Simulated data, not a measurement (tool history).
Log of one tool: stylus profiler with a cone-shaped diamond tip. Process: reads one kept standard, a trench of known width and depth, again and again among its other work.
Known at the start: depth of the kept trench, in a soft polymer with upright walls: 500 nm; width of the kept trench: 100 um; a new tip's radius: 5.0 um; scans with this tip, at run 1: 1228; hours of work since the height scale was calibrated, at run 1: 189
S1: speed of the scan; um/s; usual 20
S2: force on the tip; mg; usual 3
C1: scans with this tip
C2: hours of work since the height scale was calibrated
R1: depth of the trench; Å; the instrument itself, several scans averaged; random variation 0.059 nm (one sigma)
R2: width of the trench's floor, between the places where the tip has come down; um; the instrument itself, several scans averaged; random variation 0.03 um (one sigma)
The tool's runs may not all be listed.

{"run": 1, "day": 0.0, "S1": 20, "S2": 3, "C1": 1228, "C2": 189, "R1": 5048, "R2": 95.18}
{"run": 2, "day": 1.708, "S1": 20, "S2": 3, "C1": 1375, "C2": 211, "R1": 5047.5, "R2": 95.17}
{"run": 3, "day": 3.312, "S1": 20, "S2": 1.35, "C1": 1512, "C2": 233, "R1": 5028.2, "R2": 95.11}
{"run": 4, "day": 5.038, "S1": 9, "S2": 3, "C1": 1660, "C2": 255, "R1": 5047.3, "R2": 95.1}
{"run": 5, "day": 6.258, "S1": 9, "S2": 3, "C1": 1765, "C2": 271, "R1": 5047.8, "R2": 95.12}
{"run": 6, "day": 9.038, "S1": 9, "S2": 3, "C1": 2003, "C2": 308, "R1": 5046.7, "R2": 95.01}
{"run": 7, "day": 10.867, "S1": 9, "S2": 3, "C1": 2160, "C2": 332, "R1": 5047.9, "R2": 95.03}
{"run": 8, "day": 12.983, "S1": 9, "S2": 3, "C1": 2341, "C2": 360, "R1": 5046, "R2": 94.85}
{"run": 9, "day": 14.417, "S1": 9, "S2": 5.37, "C1": 2464, "C2": 379, "R1": 5070.1, "R2": 94.86}
{"run": 10, "day": 15.925, "S1": 9, "S2": 5.37, "C1": 2594, "C2": 399, "R1": 5068.9, "R2": 94.87}
{"run": 11, "day": 17.846, "S1": 9, "S2": 5.37, "C1": 2758, "C2": 424, "R1": 5068, "R2": 94.82}
{"run": 12, "day": 20.004, "S1": 9, "S2": 5.37, "C1": 2943, "C2": 453, "R1": 5069, "R2": 94.74}
{"day": 20.175, "done": "height scale calibrated on a step standard"}
{"run": 13, "day": 21.967, "S1": 20, "S2": 1.44, "C1": 3110, "C2": 24, "R1": 5027.4, "R2": 94.63}
{"run": 14, "day": 23.438, "S1": 20, "S2": 6.75, "C1": 3236, "C2": 43, "R1": 5079.4, "R2": 94.68}
{"run": 15, "day": 26.125, "S1": 20, "S2": 6.75, "C1": 3466, "C2": 78, "R1": 5078.6, "R2": 94.54}
{"run": 16, "day": 27.808, "S1": 20, "S2": 6.75, "C1": 3611, "C2": 101, "R1": 5079.6, "R2": 94.57}
{"run": 17, "day": 30.712, "S1": 20, "S2": 6.75, "C1": 3859, "C2": 139, "R1": 5077.9, "R2": 94.53}
{"day": 32.033, "done": "height scale calibrated on a step standard, once more"}
{"run": 18, "day": 32.05, "S1": 20, "S2": 3, "C1": 3972, "C2": 0, "R1": 5046.4, "R2": 94.39}
{"run": 19, "day": 33.562, "S1": 20, "S2": 3, "C1": 4102, "C2": 20, "R1": 5047.6, "R2": 94.41}
{"run": 20, "day": 36.388, "S1": 20, "S2": 7.38, "C1": 4344, "C2": 57, "R1": 5085.5, "R2": 94.33}
{"run": 21, "day": 39.279, "S1": 20, "S2": 3, "C1": 4592, "C2": 95, "R1": 5046.4, "R2": 94.27}
{"run": 22, "day": 41.183, "S1": 20, "S2": 3, "C1": 4755, "C2": 121, "R1": 5046.1, "R2": 94.15}
{"run": 23, "day": 42.467, "S1": 20, "S2": 3, "C1": 4865, "C2": 138, "R1": 5047, "R2": 94.2}
{"run": 24, "day": 44.708, "S1": 20, "S2": 3, "C1": 5057, "C2": 167, "R1": 5046.9, "R2": 94.14}
{"run": 25, "day": 46.762, "S1": 69, "S2": 3, "C1": 5233, "C2": 194, "R1": 5045.7, "R2": 94.03}
{"run": 26, "day": 48.333, "S1": 55, "S2": 2.52, "C1": 5368, "C2": 215, "R1": 5040.7, "R2": 93.98}
{"run": 27, "day": 49.7, "S1": 55, "S2": 2.52, "C1": 5485, "C2": 233, "R1": 5040.4, "R2": 93.95}
{"run": 28, "day": 51.454, "S1": 17, "S2": 3.61, "C1": 5636, "C2": 256, "R1": 5052.2, "R2": 94.02}

Forecast run 29:
{"run": 29, "day": 52.725, "S1": 48, "S2": 1.57, "C1": 5745, "C2": 273, "R1": "?", "R2": "?"}

{"run 29": {"R1": 5028.1, "R2": 93.89}}
Without the tool's hidden state the same run would have given R1 5029 Å, R2 95.52 um.
